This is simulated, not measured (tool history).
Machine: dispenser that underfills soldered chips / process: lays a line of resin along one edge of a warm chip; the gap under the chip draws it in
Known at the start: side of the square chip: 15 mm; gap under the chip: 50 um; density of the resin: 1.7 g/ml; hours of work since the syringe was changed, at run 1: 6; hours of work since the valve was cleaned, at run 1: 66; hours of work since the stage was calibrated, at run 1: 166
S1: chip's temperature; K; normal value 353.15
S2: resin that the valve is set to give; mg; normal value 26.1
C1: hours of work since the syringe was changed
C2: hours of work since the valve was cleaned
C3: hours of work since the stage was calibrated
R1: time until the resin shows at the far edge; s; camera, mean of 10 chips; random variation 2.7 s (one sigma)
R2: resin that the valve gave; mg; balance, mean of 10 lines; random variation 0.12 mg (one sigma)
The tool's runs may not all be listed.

| run | hour | S1 | S2 | C1 | C2 | C3 | R1 | R2 |
|---|---|---|---|---|---|---|---|---|
| 1 | 0 | 353.15 | 26.1 | 6 | 66 | 166 | 356.5 | 24.72 |
| 2 | 4.6 | 353.15 | 26.1 | 9 | 69 | 169 | 406.9 | 24.73 |
|  | 5.7 | new syringe of resin |
| 3 | 11.3 | 350.15 | 26.1 | 4 | 74 | 173 | 383.2 | 24.5 |
| 4 | 17.7 | 353.15 | 27.6 | 8 | 78 | 177 | 381.8 | 26.19 |
|  | 20.6 | new syringe of resin |
| 5 | 21.3 | 353.15 | 27.6 | 0 | 80 | 180 | 288.5 | 25.85 |
| 6 | 24.9 | 353.15 | 27.6 | 3 | 82 | 182 | 309.3 | 25.82 |
| 7 | 30.6 | 353.15 | 27.6 | 7 | 86 | 186 | 365.2 | 25.87 |
| 8 | 34.4 | 353.15 | 24.3 | 9 | 89 | 188 | 416.7 | 22.68 |
|  | 35.6 | new syringe of resin |
| 9 | 37.4 | 359.15 | 26.1 | 1 | 91 | 190 | 223 | 24.37 |
| 10 | 41.4 | 359.15 | 26.1 | 4 | 93 | 193 | 249.3 | 24.37 |
| 11 | 47.4 | 359.15 | 26.1 | 8 | 97 | 197 | 293.2 | 24.33 |
|  | 50.4 | new syringe of resin |
| 12 | 54 | 359.15 | 26.1 | 2 | 101 | 201 | 233.3 | 24.11 |
| 13 | 57.5 | 353.15 | 27.1 | 5 | 104 | 203 | 342.9 | 25.12 |
| 14 | 60.5 | 353.15 | 27.1 | 7 | 106 | 205 | 368.8 | 24.97 |
|  | 65.5 | new syringe of resin |
| 15 | 66.5 | 349.15 | 26.1 | 1 | 109 | 209 | 368.1 | 24.04 |
| 16 | 71.4 | 353.15 | 26.1 | 4 | 113 | 212 | 335.7 | 23.94 |
| 17 | 76 | 353.15 | 26.1 | 7 | 116 | 215 | 383.8 | 23.87 |
| 18 | 79.6 | 353.15 | 26.1 | 9 | 118 | 218 | 425 | 23.84 |
|  | 80.5 | new syringe of resin |
| 19 | 86.3 | 356.15 | 26.8 | 4 | 122 | 222 | 292 | 24.19 |
| 20 | 89.8 | 348.15 | 29.1 | 6 | 125 | 224 | 467.1 | 26.45 |
|  | 95.5 | new syringe of resin |
| 21 | 95.7 | 342.15 | 27.7 | 0 | 129 | 228 | 503.2 | 24.96 |
| 22 | 99.2 | 342.15 | 27.7 | 2 | 131 | 230 | 535.5 | 24.95 |
| 23 | 103.5 | 342.15 | 27.7 | 5 | 134 | 233 | 596.2 | 24.9 |
| 24 | 107.2 | 347.15 | 27.8 | 8 | 136 | 236 | 514.9 | 25.01 |
|  | 110.6 | new syringe of resin |
|  | 112.5 | dispensing valve cleaned and set on the balance |
| 25 | 112.6 | 355.15 | 24.8 | 1 | 0 | 239 | 268 | 24.85 |
| 26 | 116.8 | 352.15 | 29.9 | 3 | 3 | 241 | 331.9 | 29.85 |
| 27 | 122.5 | 341.15 | 24.8 | 7 | 7 | 245 | 704.3 | 24.77 |
| 28 | 125.4 | 356.15 | 32.8 | 9 | 9 | 247 | 342.5 | 32.58 |
|  | 126.4 | new syringe of resin |
| 29 | 129.8 | 346.15 | 26.4 | 2 | 11 | 250 | 447.3 | 26.21 |
| 30 | 133.3 | 365.15 | 26.2 | 5 | 14 | 252 | 194.5 | 25.98 |
| 31 | 137.8 | 340.15 | 23.1 | 8 | 17 | 255 | 776.2 | 22.91 |
|  | 141.2 | new syringe of resin |
| 32 | 144.4 | 340.15 | 23.1 | 2 | 21 | 259 | 630.9 | 22.69 |
| 33 | 149.3 | 360.15 | 25.2 | 5 | 24 | 263 | 256.8 | 24.74 |
| 34 | 153.1 | 361.15 | 24.9 | 8 | 27 | 265 | 276.2 | 24.51 |
|  | 156.3 | new syringe of resin |
| 35 | 157.4 | 361.15 | 24.9 | 1 | 29 | 268 | 203.7 | 24.34 |

Run 36 comes next. What will it give?
| 36 | 161 | 353.15 | 29.5 | 3 | 32 | 270 | ? | ? |

Run 36 yielded R1 327.5 s, R2 28.82 mg.
Minus the tool's unlogged condition, the same run would have read R1 268.8 s, R2 29.48 mg.

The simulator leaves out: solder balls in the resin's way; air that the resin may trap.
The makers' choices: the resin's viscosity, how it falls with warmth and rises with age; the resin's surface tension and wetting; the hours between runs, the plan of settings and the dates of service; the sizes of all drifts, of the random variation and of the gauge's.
